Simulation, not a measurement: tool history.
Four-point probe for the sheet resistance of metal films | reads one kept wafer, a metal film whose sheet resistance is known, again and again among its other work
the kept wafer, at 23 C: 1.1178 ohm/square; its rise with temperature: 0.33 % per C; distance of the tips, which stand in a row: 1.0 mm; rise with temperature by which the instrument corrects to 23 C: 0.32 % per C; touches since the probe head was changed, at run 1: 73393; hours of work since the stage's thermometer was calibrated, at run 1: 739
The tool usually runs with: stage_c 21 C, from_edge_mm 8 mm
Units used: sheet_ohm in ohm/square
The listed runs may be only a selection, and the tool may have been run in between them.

run,hour,stage_c,from_edge_mm,touches since the probe head was changed,hours of work since the stage's thermometer was calibrated,sheet_ohm
1,0.0,21,8,73393,739,1.140122
2,49.7,33,8,75598,776,1.141527
3,73.4,21,33,76645,793,1.131254
4,112.2,21,33,78364,822,1.131684
5,161.5,21,33,80551,858,1.131387
6,208.4,21,33,82629,893,1.131554
7,252.9,21,9,84599,925,1.138437
8,289.9,21,9,86238,953,1.138664
9,338.7,21,9,88403,989,1.138760
10,384.1,21,49,90413,1022,1.131975
11,416.3,21,13,91842,1046,1.135827
12,471.6,21,13,94291,1087,1.135539
13,506.7,21,13,95849,1112,1.135493
14,563.9,21,8,98382,1155,1.141372
15,620.1,21,29,100873,1196,1.132739
16,673.1,21,8,103223,1235,1.142007
17,723.6,21,8,105461,1272,1.142411
18,759.1,24,8,107034,1299,1.142325
19,784.7,24,8,108170,1318,1.142454
20,825.4,24,8,109973,1348,1.142462
21,854.5,21,8,111259,1369,1.142588
# hour 858.8: stage's thermometer calibrated
22,901.2,21,8,113306,31,1.142300
23,948.1,21,50,115388,66,1.132888
# hour 958.8: stage's thermometer calibrated, once more
24,978.2,19,4,116697,14,1.171554
25,1019.2,19,4,118517,45,1.171336
26,1072.5,22,10,120879,84,1.141517
27,1116.3,26,5,122818,116,1.159620
28,1168.1,26,5,125113,154,1.159992
29,1198.5,29,14,126461,177,1.139756
30,1239.5,29,14,128278,207,1.139869
31,1289.3,28,29,130485,244,1.137073
32,1320.9,24,41,131884,267,1.135941
33,1351.6,31,6,133246,290,1.153908
34,1392.6,34,29,135063,320,1.138193
35,1449.9,29,56,137600,362,1.136823
36,1493.9,29,56,139550,395,1.137461
37,1542.0,28,6,141682,430,1.153694
38,1579.4,21,14,143342,458,1.139662
39,1635.4,21,14,145821,499,1.139370
40,1665.7,25,43,147166,521,1.137834

What does the tool deliver on the next run?
41,1716.5,25,43,149417,559,?

sheet_ohm: 1.137795 ohm/square
On a tool with no hidden condition, and with the same random variation, this run would have come out at sheet_ohm 1.118417 ohm/square.
